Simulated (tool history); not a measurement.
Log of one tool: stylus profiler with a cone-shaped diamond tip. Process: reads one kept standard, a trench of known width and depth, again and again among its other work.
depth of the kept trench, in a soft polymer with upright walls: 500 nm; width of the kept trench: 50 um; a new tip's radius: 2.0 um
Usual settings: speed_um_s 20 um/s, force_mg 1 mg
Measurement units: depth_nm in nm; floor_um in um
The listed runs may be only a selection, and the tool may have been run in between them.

| run | hour | speed_um_s | force_mg | depth_nm | floor_um |
|---|---|---|---|---|---|
| 1 | 0 | 20 | 1 | 498.63 | 46.57 |
| 2 | 56.3 | 20 | 1 | 498.5 | 46.52 |
| 3 | 121.9 | 53 | 1 | 498.61 | 46.35 |
| 4 | 176.7 | 53 | 1 | 498.5 | 46.35 |
| 5 | 221.4 | 20 | 1 | 498.55 | 46.47 |
| 6 | 286.5 | 20 | 1 | 497.5 | 46.52 |
| 7 | 347.6 | 20 | 0.47 | 496.76 | 46.39 |
| 8 | 424 | 20 | 0.47 | 497.06 | 46.43 |
| 9 | 481.5 | 20 | 0.47 | 496.72 | 46.4 |
| 10 | 526 | 70 | 0.86 | 497.3 | 46.24 |
| 11 | 587 | 56 | 0.88 | 501.48 | 46.29 |
| 12 | 621 | 26 | 1.23 | 501.65 | 46.4 |
| 13 | 702.7 | 14 | 1 | 501.48 | 46.42 |
| 14 | 764.4 | 14 | 1 | 501.54 | 46.42 |
| 15 | 819.5 | 14 | 1 | 501.46 | 46.34 |
| 16 | 885.9 | 14 | 0.47 | 500.51 | 46.34 |

Removed from this log: 2 entries logged between the listed runs. Between which two listed runs does each belong, and how does the tool's hidden state at the listed run before it compare with that at the listed run after it?
Between runs 5 and 6: height scale calibrated on a step standard (hour 228.9)
  radius of the tip, um: 3.19 -> 3.21; height scale over the true one, %: -0.608 -> -0.76
  what was measured, less what the result would be without the hidden state, depth_nm: -3.05 -> -3.81 nm; floor_um: -0.79 -> -0.79 um
Between runs 10 and 11: height scale calibrated on a step standard, once more (hour 534.1)
  radius of the tip, um: 3.3 -> 3.32; height scale over the true one, %: -0.806 -> 0.012
  what was measured, less what the result would be without the hidden state, depth_nm: -4.04 -> +0.07 nm; floor_um: -0.85 -> -0.86 um
